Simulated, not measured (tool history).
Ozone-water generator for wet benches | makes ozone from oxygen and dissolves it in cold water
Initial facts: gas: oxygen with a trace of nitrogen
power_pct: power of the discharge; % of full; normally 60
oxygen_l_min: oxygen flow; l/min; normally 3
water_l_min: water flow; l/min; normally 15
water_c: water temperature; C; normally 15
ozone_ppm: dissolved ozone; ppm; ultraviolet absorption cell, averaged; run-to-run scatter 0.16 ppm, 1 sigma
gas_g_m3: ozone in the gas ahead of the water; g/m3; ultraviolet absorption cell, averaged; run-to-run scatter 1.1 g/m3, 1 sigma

run 1 hour=0 | power_pct=60 oxygen_l_min=3 water_l_min=15 water_c=15 | ozone_ppm=17.1 gas_g_m3=166
run 2 hour=69.2 | power_pct=60 oxygen_l_min=3 water_l_min=15 water_c=15 | ozone_ppm=17.1 gas_g_m3=164.9
run 3 hour=182.1 | power_pct=60 oxygen_l_min=3 water_l_min=15 water_c=15 | ozone_ppm=17.1 gas_g_m3=165.4
run 4 hour=308.2 | power_pct=60 oxygen_l_min=1.89 water_l_min=15 water_c=15 | ozone_ppm=15.9 gas_g_m3=211.2
run 5 hour=394.6 | power_pct=60 oxygen_l_min=1.89 water_l_min=15 water_c=15 | ozone_ppm=15.9 gas_g_m3=209
run 6 hour=469.2 | power_pct=43 oxygen_l_min=3 water_l_min=10 water_c=15 | ozone_ppm=18.9 gas_g_m3=131.6
run 7 hour=549.6 | power_pct=61 oxygen_l_min=3.76 water_l_min=17 water_c=17 | ozone_ppm=15 gas_g_m3=145.6
run 8 hour=669.5 | power_pct=78 oxygen_l_min=2.83 water_l_min=15 water_c=15 | ozone_ppm=20.2 gas_g_m3=198.8
run 9 hour=767.7 | power_pct=72 oxygen_l_min=3 water_l_min=15 water_c=15 | ozone_ppm=18.8 gas_g_m3=182.3
run 10 hour=871.9 | power_pct=72 oxygen_l_min=3 water_l_min=15 water_c=15 | ozone_ppm=18.5 gas_g_m3=181.2

Forecast each of these 4 alternatives for the next run:
run A hour=951.1 | power_pct=43 oxygen_l_min=5.07 water_l_min=22 water_c=15 | ozone_ppm=? gas_g_m3=?
run B hour=951.1 | power_pct=60 oxygen_l_min=4.78 water_l_min=15 water_c=10 | ozone_ppm=? gas_g_m3=?
run C hour=951.1 | power_pct=42 oxygen_l_min=3.7 water_l_min=15 water_c=23 | ozone_ppm=? gas_g_m3=?
run D hour=951.1 | power_pct=83 oxygen_l_min=2.7 water_l_min=11 water_c=15 | ozone_ppm=? gas_g_m3=?

run=A ozone_ppm=10 gas_g_m3=97.5
run=B ozone_ppm=18.2 gas_g_m3=123.8
run=C ozone_ppm=12 gas_g_m3=114.1
run=D ozone_ppm=26.4 gas_g_m3=209.6
Take away the tool's hidden state, keep each run's random variation, and the runs would have read:
run=A ozone_ppm=11.6 gas_g_m3=109
run=B ozone_ppm=21.8 gas_g_m3=144
run=C ozone_ppm=13.8 gas_g_m3=127.1
run=D ozone_ppm=32.6 gas_g_m3=252.9

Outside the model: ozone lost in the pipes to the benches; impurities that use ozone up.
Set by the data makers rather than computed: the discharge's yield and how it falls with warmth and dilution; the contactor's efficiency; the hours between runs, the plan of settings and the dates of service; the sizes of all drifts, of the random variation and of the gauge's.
